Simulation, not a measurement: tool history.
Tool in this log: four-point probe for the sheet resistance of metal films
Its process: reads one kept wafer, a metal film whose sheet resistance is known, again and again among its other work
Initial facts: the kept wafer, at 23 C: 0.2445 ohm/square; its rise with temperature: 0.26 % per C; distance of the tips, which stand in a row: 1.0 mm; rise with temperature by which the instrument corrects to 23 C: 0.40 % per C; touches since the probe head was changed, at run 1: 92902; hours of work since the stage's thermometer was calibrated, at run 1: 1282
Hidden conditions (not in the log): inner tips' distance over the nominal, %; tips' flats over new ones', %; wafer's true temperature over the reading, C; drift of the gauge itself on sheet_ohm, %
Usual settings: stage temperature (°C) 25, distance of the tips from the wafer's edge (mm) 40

| run | hour | stage temperature (°C) | distance of the tips from the wafer's edge (mm) | touches since the probe head was changed | hours of work since the stage's thermometer was calibrated | sheet resistance as the instrument gives it (ohm/square) |
|---|---|---|---|---|---|---|
| 1 | 0 | 25 | 40 | 92902 | 1282 | 0.245425 |
| 2 | 36.3 | 25 | 40 | 94145 | 1302 | 0.245399 |
| 3 | 80.2 | 25 | 40 | 95650 | 1327 | 0.245397 |
| 4 | 113.7 | 25 | 40 | 96798 | 1345 | 0.245404 |
| 5 | 169.3 | 27 | 40 | 98705 | 1376 | 0.244697 |
| 6 | 229.8 | 21 | 40 | 100778 | 1410 | 0.246825 |
| 7 | 294.4 | 25 | 6 | 102992 | 1446 | 0.248981 |
| 8 | 363.3 | 25 | 40 | 105353 | 1484 | 0.245614 |
| 9 | 410.9 | 19 | 40 | 106987 | 1511 | 0.247584 |
| 10 | 450.4 | 19 | 40 | 108340 | 1533 | 0.247706 |
| 11 | 492.3 | 25 | 40 | 109776 | 1556 | 0.245582 |
| 12 | 538.8 | 24 | 40 | 111370 | 1582 | 0.245938 |
| 13 | 608.9 | 24 | 40 | 113774 | 1621 | 0.245856 |
| 14 | 680.9 | 24 | 40 | 116242 | 1661 | 0.245992 |
| 15 | 722.3 | 24 | 40 | 117661 | 1684 | 0.245921 |
| 16 | 797.5 | 24 | 7 | 120239 | 1726 | 0.248581 |
| 17 | 847.6 | 20 | 48 | 121956 | 1753 | 0.247487 |
| 18 | 886.6 | 28 | 4 | 123292 | 1775 | 0.252565 |
| 19 | 936.5 | 26 | 48 | 125001 | 1803 | 0.245313 |
| 20 | 972 | 22 | 3 | 126221 | 1823 | 0.260489 |
| 21 | 1029.3 | 27 | 13 | 128185 | 1854 | 0.245729 |
| 22 | 1103.6 | 27 | 13 | 130729 | 1896 | 0.245874 |
| 23 | 1155.9 | 35 | 28 | 132523 | 1925 | 0.242682 |
| 24 | 1227.8 | 29 | 46 | 134986 | 1965 | 0.244363 |
| 25 | 1295.6 | 19 | 16 | 137311 | 2003 | 0.24836 |

5 ways to go on from here, each from the tool as it stands after run 25. What would each give?
| A | 1331.8 | 18 | 16 | 138554 | 2023 | ? |
| B | 1331.8 | 25 | 20 | 138554 | 2023 | ? |
| C | 1331.8 | 28 | 13 | 138554 | 2023 | ? |
| D | 1331.8 | 19 | 6 | 138554 | 2023 | ? |
| E | 1331.8 | 24 | 4 | 138554 | 2023 | ? |

| run | sheet resistance as the instrument gives it (ohm/square) |
|---|---|
| A | 0.248759 |
| B | 0.246068 |
| C | 0.245597 |
| D | 0.251623 |
| E | 0.254214 |
Take away the tool's hidden state, keep each run's random variation, and the runs would have read:
| run | sheet resistance as the instrument gives it (ohm/square) |
|---|---|
| A | 0.246768 |
| B | 0.24409 |
| C | 0.24362 |
| D | 0.24961 |
| E | 0.252178 |

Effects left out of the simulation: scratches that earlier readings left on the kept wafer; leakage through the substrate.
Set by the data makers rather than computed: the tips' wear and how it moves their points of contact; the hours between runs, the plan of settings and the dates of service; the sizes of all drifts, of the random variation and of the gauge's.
